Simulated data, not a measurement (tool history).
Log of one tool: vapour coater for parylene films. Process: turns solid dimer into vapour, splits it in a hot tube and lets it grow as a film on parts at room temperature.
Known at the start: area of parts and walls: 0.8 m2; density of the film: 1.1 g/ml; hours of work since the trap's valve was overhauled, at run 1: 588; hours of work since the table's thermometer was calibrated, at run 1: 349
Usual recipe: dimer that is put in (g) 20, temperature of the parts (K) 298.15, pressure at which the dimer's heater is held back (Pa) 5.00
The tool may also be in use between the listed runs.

run	hour	dimer that is put in (g)	temperature of the parts (K)	pressure at which the dimer's heater is held back (Pa)	hours of work since the trap's valve was overhauled	hours of work since the table's thermometer was calibrated	thickness of the film (µm)
1	0.0	20	298.15	5.00	588	349	13.86
2	26.5	20	298.15	5.00	601	361	13.78
3	54.4	20	298.15	5.00	614	374	13.81
4	87.2	20	298.15	5.00	629	389	13.80
5	113.1	20	293.15	5.00	641	401	15.20
6	142.8	20	293.15	5.00	654	415	15.19
# hour 164.1: trap's valve overhauled
7	179.6	20	293.15	5.00	7	430	16.39
8	217.1	20	298.15	3.94	24	447	15.31
9	254.5	20	298.15	3.94	42	464	15.26
10	284.5	18	300.15	6.32	55	478	12.51
11	320.9	16	294.15	9.51	72	495	11.66
12	357.0	16	294.15	9.51	89	512	11.80
13	379.8	16	294.15	9.51	99	522	11.68
14	403.2	16	294.15	9.51	110	533	11.78
15	427.0	12	298.15	7.50	121	544	8.46
16	464.4	12	294.15	9.53	138	561	8.84

For each run, the measured value with the value that run would have given without the tool's hidden condition subtracted. The run-to-run variation is shared by both, the gauge scatter possibly not:
The tool's hidden condition here consists of: vapour lost through the trap's worn valve, %; true temperature of the parts over the reading, C; drift of the gauge itself on film_um, %.
run	thickness of the film (µm)
1	-0.98
2	-0.99
3	-1.01
4	-1.04
5	-1.16
6	-1.18
7	+0.14
8	+0.12
9	+0.08
10	+0.06
11	+0.04
12	+0.02
13	+0.01
14	-0.01
15	-0.02
16	-0.03

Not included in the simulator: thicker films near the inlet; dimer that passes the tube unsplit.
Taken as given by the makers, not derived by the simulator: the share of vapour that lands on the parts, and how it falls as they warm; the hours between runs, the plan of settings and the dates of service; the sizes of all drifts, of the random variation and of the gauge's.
